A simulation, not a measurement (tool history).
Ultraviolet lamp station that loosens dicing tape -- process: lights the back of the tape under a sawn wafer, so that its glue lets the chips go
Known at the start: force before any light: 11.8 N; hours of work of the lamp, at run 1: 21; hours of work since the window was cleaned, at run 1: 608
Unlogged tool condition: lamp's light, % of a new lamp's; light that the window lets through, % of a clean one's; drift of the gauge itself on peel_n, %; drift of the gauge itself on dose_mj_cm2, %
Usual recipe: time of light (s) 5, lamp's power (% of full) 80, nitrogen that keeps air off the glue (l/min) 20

run	day	time of light (s)	lamp's power (% of full)	nitrogen that keeps air off the glue (l/min)	hours of work of the lamp	hours of work since the window was cleaned	force that peels the tape off (N)	light that reached the tape (mJ/cm2)
1	0	5	80	20	21	608	0.62	403
2	1.538	5	80	20	36	623	0.61	398
3	2.667	5	80	20	47	634	0.617	397
4	3.925	5	80	20	60	646	0.616	395
5	5.138	5	80	24	72	658	0.538	397
6	6.225	4	80	20	82	669	0.995	310
7	7.25	4	80	20	92	679	1.005	312
# day 8.979: window cleaned of glue's vapour
8	9.15	4	61	20	111	2	1.894	227
9	11.292	7	69	31	132	23	0.366	447
10	12.367	4	80	26	142	33	0.976	294
11	14.708	4	80	26	165	56	1.038	292

Forecast each of these 5 alternatives for the next run:
A	16.058	6	64	20	179	70	?	?
B	16.058	5	79	10	179	70	?	?
C	16.058	5	64	20	179	70	?	?
D	16.058	4	94	26	179	70	?	?
E	16.058	5	93	20	179	70	?	?

run	force that peels the tape off (N)	light that reached the tape (mJ/cm2)
A	0.79	345
B	1.251	360
C	1.246	291
D	0.718	345
E	0.529	426
With the hidden condition removed and each run's random variation left untouched, the same runs would have given:
run	force that peels the tape off (N)	light that reached the tape (mJ/cm2)
A	0.514	418
B	0.835	436
C	0.828	353
D	0.47	418
E	0.354	516

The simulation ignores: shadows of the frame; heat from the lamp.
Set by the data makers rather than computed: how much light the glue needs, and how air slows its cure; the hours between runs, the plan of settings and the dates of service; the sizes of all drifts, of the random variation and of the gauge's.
